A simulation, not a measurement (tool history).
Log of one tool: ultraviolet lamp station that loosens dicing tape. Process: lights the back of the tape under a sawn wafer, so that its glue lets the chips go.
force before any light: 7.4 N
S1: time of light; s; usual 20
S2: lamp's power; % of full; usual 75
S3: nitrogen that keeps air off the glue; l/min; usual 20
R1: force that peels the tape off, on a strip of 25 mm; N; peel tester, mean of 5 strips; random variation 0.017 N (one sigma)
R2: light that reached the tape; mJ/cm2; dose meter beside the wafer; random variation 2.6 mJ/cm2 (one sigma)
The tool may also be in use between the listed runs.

run   hour  S1  S2  S3     R1   R2
  1      0  20  75  20  1.745  205
  2   32.3  20  75  20  1.809  205
  3   84.2  20  75  20  1.809  199
     123.9  -- lamp changed
  4  140.9  22  75  20  0.739  335
  5  192.9  20  75  20  0.937  299
  6  225.5  20  75  20  0.933  299
  7  278.4  20  75  20  0.979  294
  8  306.8  20  75  20  1.001  300
  9  363.3  20  75  20  1.003  292
 10  395.8  20  75   8  1.787  287
 11  430.4  20  82  20  0.858  308
 12  474.8  38  75   9  0.496  534
     505.5  -- window cleaned of glue's vapour
 13    519  17  79  31  0.864  273
 14  553.9  17  79  31  0.896  267
 15  587.6  20  75  18  0.997  297
 16  641.9  11  92  20  1.812  196
 17  675.9  32  90  16  0.243  564
 18  702.4  20  83  13  1.086  322
 19  758.5  11  92  20  1.908  196
 20  785.7  25  70  30  0.561  334
 21  816.9  20  95  25  0.556  357

3 ways to go on from here, each from the tool as it stands after run 21. What would each give?
  A  847.4  13  75  20   ?   ?
  B  847.4  16  95  25   ?   ?
  C  847.4  14  75  27   ?   ?

run     R1   R2
  A  2.021  182
  B   0.92  285
  C  1.649  196
Without the tool's hidden state the same runs would have given:
run     R1   R2
  A   1.67  210
  B   0.68  329
  C  1.319  226
